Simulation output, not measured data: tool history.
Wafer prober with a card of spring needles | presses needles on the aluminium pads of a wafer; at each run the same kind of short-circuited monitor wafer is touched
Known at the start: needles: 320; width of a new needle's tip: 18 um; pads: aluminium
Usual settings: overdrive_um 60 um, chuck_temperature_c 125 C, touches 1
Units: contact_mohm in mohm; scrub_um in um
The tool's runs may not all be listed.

run	day	overdrive_um	chuck_temperature_c	touches	contact_mohm	scrub_um
1	0.000	60	125	1	291	11.99
# day 0.142: tips cleaned on abrasive film
# day 0.725: tips cleaned on abrasive film
2	0.754	60	125	1	284	12.03
3	1.250	60	125	1	290	12.05
# day 1.312: tips cleaned on abrasive film
# day 1.867: tips cleaned on abrasive film
4	1.971	60	45	1	265	12.06
5	2.367	60	78	1	272	12.05
# day 2.475: tips cleaned on abrasive film
6	2.796	60	125	2	286	12.02
# day 3.075: tips cleaned on abrasive film
7	3.358	60	125	2	289	12.04
# day 3.638: tips cleaned on abrasive film
8	4.017	60	65	1	270	12.06
# day 4.208: tips cleaned on abrasive film
# day 4.762: tips cleaned on abrasive film
9	4.779	61	42	1	269	12.25
10	5.308	76	125	1	290	15.29
# day 5.362: tips cleaned on abrasive film
11	5.733	70	83	1	275	14.03
# day 5.921: tips cleaned on abrasive film
12	6.100	70	29	1	261	14.08
# day 6.475: tips cleaned on abrasive film
13	6.862	70	29	1	263	14.07
# day 7.083: tips cleaned on abrasive film
# day 7.133: height of the first contact set anew
14	7.633	70	29	1	259	14.09

Forecast each of these 5 alternatives for the next run:
# day 7.667: tips cleaned on abrasive film
# day 8.225: tips cleaned on abrasive film
A	8.379	69	78	2	?	?
# day 7.667: tips cleaned on abrasive film
# day 8.225: tips cleaned on abrasive film
B	8.379	70	38	2	?	?
# day 7.667: tips cleaned on abrasive film
# day 8.225: tips cleaned on abrasive film
C	8.379	55	31	2	?	?
# day 7.667: tips cleaned on abrasive film
# day 8.225: tips cleaned on abrasive film
D	8.379	72	65	1	?	?
# day 7.667: tips cleaned on abrasive film
# day 8.225: tips cleaned on abrasive film
E	8.379	68	67	1	?	?

run	contact_mohm	scrub_um
A	270	13.88
B	264	14.13
C	263	11.06
D	271	14.55
E	269	13.71
Without the tool's hidden state the same runs would have given:
run	contact_mohm	scrub_um
A	270	13.78
B	264	14.03
C	262	10.99
D	271	14.45
E	269	13.62

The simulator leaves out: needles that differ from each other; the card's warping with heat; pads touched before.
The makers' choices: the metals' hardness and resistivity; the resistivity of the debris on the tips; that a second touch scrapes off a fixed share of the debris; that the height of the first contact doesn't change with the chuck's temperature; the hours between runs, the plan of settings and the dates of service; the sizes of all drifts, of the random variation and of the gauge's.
